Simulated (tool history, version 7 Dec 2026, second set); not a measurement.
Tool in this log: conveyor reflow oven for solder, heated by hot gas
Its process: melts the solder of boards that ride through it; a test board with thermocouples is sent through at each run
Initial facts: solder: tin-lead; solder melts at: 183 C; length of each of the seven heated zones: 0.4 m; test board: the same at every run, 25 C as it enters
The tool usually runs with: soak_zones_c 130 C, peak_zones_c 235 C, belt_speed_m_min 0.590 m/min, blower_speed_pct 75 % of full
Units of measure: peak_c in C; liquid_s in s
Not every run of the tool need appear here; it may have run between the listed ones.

run   hour  soak_zones_c  peak_zones_c  belt_speed_m_min  blower_speed_pct  peak_c  liquid_s
  1    0.0           130           235             0.590                75   216.6      57.4
  2   13.8           130           235             0.590                75   216.5      57.3
      32.7  -- flux residue cleaned out of gas plates and filters
  3   37.9           130           235             0.590                75   216.6      57.3
  4   58.7           130           235             0.590                75   216.7      57.6
  5   72.8           130           235             0.590                75   216.6      57.6
  6   95.9           134           235             0.590                75   217.5      59.9
  7  111.5           130           235             0.590                75   216.7      57.6
  8  126.4           130           242             0.590                64   219.7      59.3
  9  150.8           130           235             0.564                58   213.3      56.5
 10  174.6           130           235             0.564                58   213.3      56.2
 11  190.9           130           235             0.564                58   213.3      56.4

Run 12 comes next. What will it give?
 12  201.8           130           235             0.564                84       ?         ?

Run 12 gave peak_c 220.2 C, liquid_s 63.8 s.
Take away the tool's hidden state, keep the run-to-run variation as it was, and the same run would have given peak_c 220.2 C, liquid_s 63.8 s.

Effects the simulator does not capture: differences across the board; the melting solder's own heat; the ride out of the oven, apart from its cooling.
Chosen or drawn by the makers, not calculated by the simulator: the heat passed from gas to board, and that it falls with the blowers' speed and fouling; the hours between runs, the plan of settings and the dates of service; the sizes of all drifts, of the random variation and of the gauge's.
